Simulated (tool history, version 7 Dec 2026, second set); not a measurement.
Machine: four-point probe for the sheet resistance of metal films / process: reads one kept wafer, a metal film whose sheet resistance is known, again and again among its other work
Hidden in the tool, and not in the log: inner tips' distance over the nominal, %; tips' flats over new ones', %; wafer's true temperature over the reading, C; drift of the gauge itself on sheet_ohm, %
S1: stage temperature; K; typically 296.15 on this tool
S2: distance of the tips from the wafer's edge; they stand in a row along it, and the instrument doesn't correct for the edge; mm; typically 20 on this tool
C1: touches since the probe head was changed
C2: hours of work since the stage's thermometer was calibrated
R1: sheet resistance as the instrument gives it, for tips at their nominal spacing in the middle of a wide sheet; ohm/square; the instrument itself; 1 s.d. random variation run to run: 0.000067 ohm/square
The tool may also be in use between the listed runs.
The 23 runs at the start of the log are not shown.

Run 24, hour 1259.3: usual settings but S2 23 mm; C1 195607; C2 151. Result: R1 0.332128 ohm/square.
Run 25, hour 1328: usual settings but S2 23 mm; C1 199302; C2 192. Result: R1 0.332114 ohm/square.
Run 26, hour 1408.7: usual settings but S2 23 mm; C1 203647; C2 241. Result: R1 0.332054 ohm/square.
Run 27, hour 1461.5: usual settings but S2 34 mm; C1 206494; C2 273. Result: R1 0.331856 ohm/square.
Run 28, hour 1528.1: usual settings but S1 297.15 K, S2 34 mm; C1 210076; C2 313. Result: R1 0.331732 ohm/square.
Run 29, hour 1582: usual settings but S1 297.15 K, S2 25 mm; C1 212978; C2 345. Result: R1 0.331911 ohm/square.
Run 30, hour 1635.3: usual settings but S1 295.15 K, S2 11 mm; C1 215848; C2 378. Result: R1 0.332912 ohm/square.
Run 31, hour 1690.7: usual settings but S1 295.15 K, S2 11 mm; C1 218832; C2 411. Result: R1 0.332846 ohm/square.
Run 32, hour 1745.9: usual settings but S1 298.15 K, S2 72 mm; C1 221805; C2 444. Result: R1 0.33145 ohm/square.
At hour 1779.8: new probe head fitted.
Run 33, hour 1821.7: usual settings but S1 298.15 K, S2 72 mm; C1 2258; C2 490. Result: R1 0.334508 ohm/square.
Run 34, hour 1877.7: usual settings but S1 292.15 K, S2 3 mm; C1 5271; C2 523. Result: R1 0.352858 ohm/square.
Run 35, hour 1954.7: usual settings but S1 298.15 K, S2 8 mm; C1 9415; C2 570. Result: R1 0.337148 ohm/square.
Run 36, hour 2003.3: usual settings but S1 292.15 K, S2 5 mm; C1 12035; C2 599. Result: R1 0.341132 ohm/square.
Run 37, hour 2053.7: usual settings but S1 305.15 K, S2 5 mm; C1 14745; C2 630. Result: R1 0.341671 ohm/square.
Run 38, hour 2128.5: usual settings but S1 293.15 K, S2 4 mm; C1 18775; C2 675. Result: R1 0.344869 ohm/square.
Run 39, hour 2193.6: usual settings but S1 304.15 K, S2 3 mm; C1 22279; C2 714. Result: R1 0.353289 ohm/square.
Run 40, hour 2244.9: usual settings but S1 304.15 K, S2 3 mm; C1 25039; C2 745. Result: R1 0.353174 ohm/square.
Run 41, hour 2313.3: usual settings but S1 304.15 K, S2 3 mm; C1 28721; C2 786. Result: R1 0.353139 ohm/square.
Run 42, hour 2379.9: usual settings but S1 299.15 K, S2 23 mm; C1 32310; C2 827. Result: R1 0.334312 ohm/square.
Run 43, hour 2430.5: usual settings but S1 297.15 K, S2 5 mm; C1 35033; C2 857. Result: R1 0.340787 ohm/square.
Run 44, hour 2512.1: usual settings but S1 297.15 K, S2 5 mm; C1 39427; C2 906. Result: R1 0.340849 ohm/square.
Run 45, hour 2568.6: usual settings but S2 9 mm; C1 42466; C2 940. Result: R1 0.335814 ohm/square.
Run 46, hour 2615.6: usual settings but S2 4 mm; C1 44999; C2 969. Result: R1 0.344558 ohm/square.

3 ways to go on from here, each from the tool as it stands after run 46. What would each give?
Run A, hour 2659.7: usual settings but S1 303.15 K, S2 39 mm; C1 47375; C2 995. Result: R1 ?.
Run B, hour 2659.7: usual settings but S1 299.15 K, S2 50 mm; C1 47375; C2 995. Result: R1 ?.
Run C, hour 2659.7: usual settings but S1 305.15 K, S2 39 mm; C1 47375; C2 995. Result: R1 ?.

run        R1
  A  0.334128
  B  0.333831
  C  0.334194
Had the tool no hidden state, the same runs would have come out as:
run        R1
  A  0.334936
  B  0.334641
  C  0.335001

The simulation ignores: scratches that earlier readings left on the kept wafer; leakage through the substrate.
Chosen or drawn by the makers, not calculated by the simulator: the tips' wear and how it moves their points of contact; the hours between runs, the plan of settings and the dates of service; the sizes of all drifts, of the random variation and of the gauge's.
